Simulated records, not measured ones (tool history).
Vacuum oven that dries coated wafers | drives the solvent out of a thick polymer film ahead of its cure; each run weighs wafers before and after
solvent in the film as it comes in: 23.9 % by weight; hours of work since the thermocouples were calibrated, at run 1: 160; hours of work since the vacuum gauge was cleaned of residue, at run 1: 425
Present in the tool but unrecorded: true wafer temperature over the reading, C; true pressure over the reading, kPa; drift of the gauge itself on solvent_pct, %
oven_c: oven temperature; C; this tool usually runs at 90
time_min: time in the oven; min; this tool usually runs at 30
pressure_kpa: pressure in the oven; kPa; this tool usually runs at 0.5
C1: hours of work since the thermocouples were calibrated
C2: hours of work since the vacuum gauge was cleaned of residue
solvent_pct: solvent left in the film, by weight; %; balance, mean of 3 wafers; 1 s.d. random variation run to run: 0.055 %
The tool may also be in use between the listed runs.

{"run": 1, "day": 0.0, "oven_c": 90, "time_min": 30, "pressure_kpa": 0.5, "C1": 160, "C2": 425, "solvent_pct": 2.42}
{"run": 2, "day": 2.238, "oven_c": 90, "time_min": 30, "pressure_kpa": 0.5, "C1": 196, "C2": 461, "solvent_pct": 2.35}
{"run": 3, "day": 3.621, "oven_c": 90, "time_min": 30, "pressure_kpa": 0.5, "C1": 217, "C2": 482, "solvent_pct": 2.36}
{"run": 4, "day": 5.008, "oven_c": 90, "time_min": 30, "pressure_kpa": 0.5, "C1": 239, "C2": 504, "solvent_pct": 2.46}
{"run": 5, "day": 7.012, "oven_c": 90, "time_min": 30, "pressure_kpa": 0.5, "C1": 271, "C2": 536, "solvent_pct": 2.51}
{"run": 6, "day": 9.146, "oven_c": 90, "time_min": 30, "pressure_kpa": 0.5, "C1": 305, "C2": 570, "solvent_pct": 2.49}
{"run": 7, "day": 12.179, "oven_c": 90, "time_min": 30, "pressure_kpa": 0.5, "C1": 352, "C2": 618, "solvent_pct": 2.49}
{"run": 8, "day": 13.571, "oven_c": 94, "time_min": 30, "pressure_kpa": 0.5, "C1": 374, "C2": 640, "solvent_pct": 1.46}
{"run": 9, "day": 15.533, "oven_c": 81, "time_min": 30, "pressure_kpa": 0.5, "C1": 405, "C2": 671, "solvent_pct": 6.3}
{"run": 10, "day": 17.925, "oven_c": 90, "time_min": 37, "pressure_kpa": 0.5, "C1": 443, "C2": 708, "solvent_pct": 1.7}
{"run": 11, "day": 19.317, "oven_c": 90, "time_min": 30, "pressure_kpa": 0.5, "C1": 465, "C2": 730, "solvent_pct": 2.54}
{"run": 12, "day": 20.596, "oven_c": 90, "time_min": 30, "pressure_kpa": 0.5, "C1": 485, "C2": 750, "solvent_pct": 2.63}
{"run": 13, "day": 23.117, "oven_c": 90, "time_min": 30, "pressure_kpa": 0.5, "C1": 525, "C2": 790, "solvent_pct": 2.59}
{"run": 14, "day": 26.029, "oven_c": 90, "time_min": 30, "pressure_kpa": 0.5, "C1": 571, "C2": 836, "solvent_pct": 2.61}
{"run": 15, "day": 27.517, "oven_c": 90, "time_min": 34, "pressure_kpa": 0.5, "C1": 595, "C2": 860, "solvent_pct": 2.03}
{"run": 16, "day": 29.375, "oven_c": 100, "time_min": 34, "pressure_kpa": 0.5, "C1": 624, "C2": 889, "solvent_pct": 0.5}
{"run": 17, "day": 31.938, "oven_c": 86, "time_min": 30, "pressure_kpa": 0.5, "C1": 664, "C2": 930, "solvent_pct": 4.13}
{"run": 18, "day": 33.542, "oven_c": 86, "time_min": 30, "pressure_kpa": 0.5, "C1": 690, "C2": 955, "solvent_pct": 4.03}
{"run": 19, "day": 35.008, "oven_c": 101, "time_min": 30, "pressure_kpa": 0.5, "C1": 713, "C2": 978, "solvent_pct": 0.6}
{"run": 20, "day": 37.271, "oven_c": 85, "time_min": 30, "pressure_kpa": 0.5, "C1": 749, "C2": 1014, "solvent_pct": 4.64}
{"run": 21, "day": 39.171, "oven_c": 79, "time_min": 30, "pressure_kpa": 0.5, "C1": 779, "C2": 1044, "solvent_pct": 7.44}
{"run": 22, "day": 41.721, "oven_c": 79, "time_min": 30, "pressure_kpa": 0.5, "C1": 819, "C2": 1084, "solvent_pct": 7.42}
{"run": 23, "day": 44.517, "oven_c": 79, "time_min": 30, "pressure_kpa": 0.5, "C1": 863, "C2": 1128, "solvent_pct": 7.48}
{"run": 24, "day": 45.892, "oven_c": 90, "time_min": 30, "pressure_kpa": 0.38, "C1": 885, "C2": 1150, "solvent_pct": 2.75}
{"run": 25, "day": 48.783, "oven_c": 91, "time_min": 30, "pressure_kpa": 1.527, "C1": 930, "C2": 1195, "solvent_pct": 3.11}
{"run": 26, "day": 50.708, "oven_c": 94, "time_min": 30, "pressure_kpa": 0.743, "C1": 961, "C2": 1226, "solvent_pct": 1.82}
{"run": 27, "day": 53.158, "oven_c": 98, "time_min": 20, "pressure_kpa": 0.743, "C1": 999, "C2": 1264, "solvent_pct": 2.41}
{"run": 28, "day": 55.529, "oven_c": 98, "time_min": 20, "pressure_kpa": 0.743, "C1": 1037, "C2": 1302, "solvent_pct": 2.49}
{"run": 29, "day": 57.792, "oven_c": 86, "time_min": 35, "pressure_kpa": 0.366, "C1": 1072, "C2": 1338, "solvent_pct": 3.42}
{"run": 30, "day": 60.333, "oven_c": 86, "time_min": 35, "pressure_kpa": 0.366, "C1": 1113, "C2": 1378, "solvent_pct": 3.43}
{"day": 60.667, "done": "vacuum gauge cleaned of residue and calibrated"}
{"run": 31, "day": 62.442, "oven_c": 81, "time_min": 16, "pressure_kpa": 1.471, "C1": 1145, "C2": 28, "solvent_pct": 11.69}
{"run": 32, "day": 64.708, "oven_c": 90, "time_min": 28, "pressure_kpa": 0.603, "C1": 1181, "C2": 64, "solvent_pct": 3.28}
{"run": 33, "day": 67.025, "oven_c": 90, "time_min": 28, "pressure_kpa": 0.603, "C1": 1217, "C2": 100, "solvent_pct": 3.36}
{"run": 34, "day": 70.054, "oven_c": 99, "time_min": 26, "pressure_kpa": 1.132, "C1": 1265, "C2": 148, "solvent_pct": 1.49}
{"run": 35, "day": 71.446, "oven_c": 99, "time_min": 26, "pressure_kpa": 1.132, "C1": 1287, "C2": 170, "solvent_pct": 1.44}
{"run": 36, "day": 72.733, "oven_c": 97, "time_min": 26, "pressure_kpa": 0.331, "C1": 1307, "C2": 190, "solvent_pct": 1.46}
{"run": 37, "day": 74.812, "oven_c": 79, "time_min": 26, "pressure_kpa": 0.331, "C1": 1340, "C2": 223, "solvent_pct": 8.57}
{"run": 38, "day": 76.171, "oven_c": 79, "time_min": 26, "pressure_kpa": 0.331, "C1": 1362, "C2": 245, "solvent_pct": 8.58}
{"run": 39, "day": 78.8, "oven_c": 79, "time_min": 26, "pressure_kpa": 0.331, "C1": 1403, "C2": 286, "solvent_pct": 8.71}
{"run": 40, "day": 80.758, "oven_c": 77, "time_min": 26, "pressure_kpa": 0.331, "C1": 1434, "C2": 317, "solvent_pct": 9.56}
{"run": 41, "day": 83.1, "oven_c": 77, "time_min": 26, "pressure_kpa": 0.331, "C1": 1471, "C2": 354, "solvent_pct": 9.65}
{"run": 42, "day": 85.875, "oven_c": 77, "time_min": 26, "pressure_kpa": 0.331, "C1": 1515, "C2": 398, "solvent_pct": 9.73}
{"run": 43, "day": 87.933, "oven_c": 83, "time_min": 26, "pressure_kpa": 0.72, "C1": 1547, "C2": 430, "solvent_pct": 7.14}
{"run": 44, "day": 90.7, "oven_c": 75, "time_min": 26, "pressure_kpa": 0.713, "C1": 1591, "C2": 474, "solvent_pct": 11.08}
{"run": 45, "day": 92.771, "oven_c": 75, "time_min": 26, "pressure_kpa": 0.713, "C1": 1624, "C2": 507, "solvent_pct": 11.1}
{"day": 93.212, "done": "oven's thermocouples calibrated"}
{"run": 46, "day": 95.171, "oven_c": 75, "time_min": 26, "pressure_kpa": 0.713, "C1": 31, "C2": 543, "solvent_pct": 10.11}

Some steps in solvent_pct between neighbouring runs. How much of each would the tool show without its hidden state too (settings, what came in, random variation), and how much is left for the hidden state, with any gauge scatter that isn't in both results?
Run 19 -> 20: oven_c 101 -> 85. solvent_pct +4.04 %: hidden state +0.32, all else +3.72.
Run 30 -> 31: oven_c 86 -> 81, time_min 35 -> 16, pressure_kpa 0.366 -> 1.471, vacuum gauge cleaned of residue and calibrated. solvent_pct +8.26 %: hidden state +0.03, all else +8.23.
Run 31 -> 32: oven_c 81 -> 90, time_min 16 -> 28, pressure_kpa 1.471 -> 0.603. solvent_pct -8.41 %: hidden state -0.13, all else -8.28.
Run 36 -> 37: oven_c 97 -> 79. solvent_pct +7.11 %: hidden state +0.48, all else +6.63.
Run 45 -> 46: oven's thermocouples calibrated. solvent_pct -0.99 %: hidden state -0.92, all else -0.07.
